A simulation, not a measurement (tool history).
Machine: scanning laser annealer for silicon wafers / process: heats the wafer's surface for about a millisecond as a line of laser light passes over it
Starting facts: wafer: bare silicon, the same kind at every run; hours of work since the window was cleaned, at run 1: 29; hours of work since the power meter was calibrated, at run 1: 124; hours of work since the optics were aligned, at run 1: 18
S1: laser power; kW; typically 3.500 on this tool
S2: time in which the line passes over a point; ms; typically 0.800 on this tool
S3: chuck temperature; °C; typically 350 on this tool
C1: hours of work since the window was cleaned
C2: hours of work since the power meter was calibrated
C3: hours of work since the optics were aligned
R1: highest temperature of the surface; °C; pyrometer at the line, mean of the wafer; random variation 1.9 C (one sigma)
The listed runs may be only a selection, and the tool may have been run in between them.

{"run": 1, "hour": 0.0, "S1": 3.5, "S2": 0.8, "S3": 350, "C1": 29, "C2": 124, "C3": 18, "R1": 1153}
{"run": 2, "hour": 5.6, "S1": 3.5, "S2": 0.8, "S3": 344, "C1": 32, "C2": 127, "C3": 21, "R1": 1146}
{"run": 3, "hour": 10.6, "S1": 3.5, "S2": 0.8, "S3": 344, "C1": 35, "C2": 129, "C3": 24, "R1": 1146}
{"run": 4, "hour": 14.7, "S1": 3.5, "S2": 0.8, "S3": 344, "C1": 37, "C2": 132, "C3": 26, "R1": 1148}
{"run": 5, "hour": 23.1, "S1": 3.418, "S2": 0.8, "S3": 350, "C1": 42, "C2": 136, "C3": 31, "R1": 1129}
{"run": 6, "hour": 27.8, "S1": 3.5, "S2": 0.8, "S3": 350, "C1": 44, "C2": 139, "C3": 34, "R1": 1150}
{"run": 7, "hour": 31.9, "S1": 3.5, "S2": 0.8, "S3": 350, "C1": 47, "C2": 141, "C3": 36, "R1": 1149}
{"run": 8, "hour": 40.9, "S1": 3.5, "S2": 0.8, "S3": 350, "C1": 52, "C2": 146, "C3": 41, "R1": 1151}
{"run": 9, "hour": 49.3, "S1": 3.5, "S2": 0.814, "S3": 350, "C1": 56, "C2": 150, "C3": 45, "R1": 1156}
{"run": 10, "hour": 54.1, "S1": 3.345, "S2": 0.8, "S3": 350, "C1": 59, "C2": 153, "C3": 48, "R1": 1108}
{"run": 11, "hour": 59.7, "S1": 3.345, "S2": 0.8, "S3": 350, "C1": 62, "C2": 156, "C3": 51, "R1": 1106}
{"run": 12, "hour": 68.0, "S1": 3.5, "S2": 0.8, "S3": 364, "C1": 66, "C2": 161, "C3": 56, "R1": 1163}
{"run": 13, "hour": 73.8, "S1": 3.5, "S2": 0.8, "S3": 350, "C1": 70, "C2": 164, "C3": 59, "R1": 1153}
{"run": 14, "hour": 83.9, "S1": 3.5, "S2": 0.8, "S3": 350, "C1": 75, "C2": 169, "C3": 64, "R1": 1150}
{"run": 15, "hour": 88.5, "S1": 3.5, "S2": 0.8, "S3": 350, "C1": 78, "C2": 172, "C3": 67, "R1": 1150}
{"run": 16, "hour": 96.4, "S1": 3.5, "S2": 0.8, "S3": 350, "C1": 82, "C2": 176, "C3": 71, "R1": 1153}
{"run": 17, "hour": 105.8, "S1": 3.5, "S2": 0.8, "S3": 350, "C1": 87, "C2": 181, "C3": 76, "R1": 1149}
{"run": 18, "hour": 111.9, "S1": 3.5, "S2": 0.82, "S3": 350, "C1": 90, "C2": 185, "C3": 79, "R1": 1163}
{"run": 19, "hour": 117.5, "S1": 3.5, "S2": 0.891, "S3": 350, "C1": 93, "C2": 188, "C3": 83, "R1": 1201}
{"run": 20, "hour": 124.5, "S1": 3.5, "S2": 0.891, "S3": 350, "C1": 97, "C2": 191, "C3": 86, "R1": 1202}
{"run": 21, "hour": 134.2, "S1": 3.5, "S2": 0.891, "S3": 350, "C1": 103, "C2": 197, "C3": 92, "R1": 1202}
{"run": 22, "hour": 142.3, "S1": 3.606, "S2": 0.582, "S3": 326, "C1": 107, "C2": 201, "C3": 96, "R1": 1019}
{"run": 23, "hour": 152.0, "S1": 3.606, "S2": 0.582, "S3": 326, "C1": 112, "C2": 206, "C3": 101, "R1": 1019}
{"run": 24, "hour": 158.6, "S1": 3.606, "S2": 0.99, "S3": 381, "C1": 116, "C2": 210, "C3": 105, "R1": 1320}
{"run": 25, "hour": 164.4, "S1": 3.34, "S2": 0.912, "S3": 381, "C1": 119, "C2": 213, "C3": 108, "R1": 1196}
{"run": 26, "hour": 172.3, "S1": 3.34, "S2": 0.912, "S3": 381, "C1": 123, "C2": 218, "C3": 112, "R1": 1197}
{"run": 27, "hour": 182.1, "S1": 3.5, "S2": 0.921, "S3": 350, "C1": 129, "C2": 223, "C3": 118, "R1": 1219}
{"run": 28, "hour": 187.6, "S1": 3.5, "S2": 0.921, "S3": 350, "C1": 132, "C2": 226, "C3": 121, "R1": 1219}
{"run": 29, "hour": 197.7, "S1": 3.5, "S2": 0.921, "S3": 350, "C1": 137, "C2": 231, "C3": 126, "R1": 1216}
{"run": 30, "hour": 206.0, "S1": 3.108, "S2": 0.996, "S3": 338, "C1": 142, "C2": 236, "C3": 131, "R1": 1122}
{"run": 31, "hour": 214.0, "S1": 3.728, "S2": 0.676, "S3": 350, "C1": 146, "C2": 240, "C3": 135, "R1": 1134}
{"run": 32, "hour": 222.1, "S1": 3.728, "S2": 0.676, "S3": 350, "C1": 150, "C2": 245, "C3": 140, "R1": 1136}
{"run": 33, "hour": 227.6, "S1": 3.728, "S2": 0.676, "S3": 350, "C1": 153, "C2": 248, "C3": 143, "R1": 1138}
{"run": 34, "hour": 232.4, "S1": 3.321, "S2": 0.855, "S3": 358, "C1": 156, "C2": 250, "C3": 145, "R1": 1140}
{"run": 35, "hour": 236.6, "S1": 3.791, "S2": 0.855, "S3": 358, "C1": 158, "C2": 253, "C3": 148, "R1": 1275}
{"run": 36, "hour": 244.5, "S1": 3.102, "S2": 0.563, "S3": 317, "C1": 163, "C2": 257, "C3": 152, "R1": 880}
{"run": 37, "hour": 251.0, "S1": 3.533, "S2": 0.579, "S3": 383, "C1": 166, "C2": 260, "C3": 155, "R1": 1058}
{"run": 38, "hour": 257.4, "S1": 3.566, "S2": 0.836, "S3": 357, "C1": 170, "C2": 264, "C3": 159, "R1": 1198}

Consider 5 possible next runs. They are alternatives, not a sequence: every one starts from the tool as it was left by run 38. What does each give?
{"run": "A", "hour": 264.2, "S1": 3.168, "S2": 0.836, "S3": 312, "C1": 173, "C2": 268, "C3": 163, "R1": "?"}
{"run": "B", "hour": 264.2, "S1": 3.566, "S2": 0.955, "S3": 377, "C1": 173, "C2": 268, "C3": 163, "R1": "?"}
{"run": "C", "hour": 264.2, "S1": 3.5, "S2": 0.937, "S3": 365, "C1": 173, "C2": 268, "C3": 163, "R1": "?"}
{"run": "D", "hour": 264.2, "S1": 3.566, "S2": 0.598, "S3": 357, "C1": 173, "C2": 268, "C3": 163, "R1": "?"}
{"run": "E", "hour": 264.2, "S1": 3.316, "S2": 0.809, "S3": 355, "C1": 173, "C2": 268, "C3": 163, "R1": "?"}

run=A R1=1038
run=B R1=1282
run=C R1=1244
run=D R1=1049
run=E R1=1107
With the hidden condition removed and each run's random variation left untouched, the same runs would have given:
run=A R1=1038
run=B R1=1282
run=C R1=1244
run=D R1=1049
run=E R1=1107

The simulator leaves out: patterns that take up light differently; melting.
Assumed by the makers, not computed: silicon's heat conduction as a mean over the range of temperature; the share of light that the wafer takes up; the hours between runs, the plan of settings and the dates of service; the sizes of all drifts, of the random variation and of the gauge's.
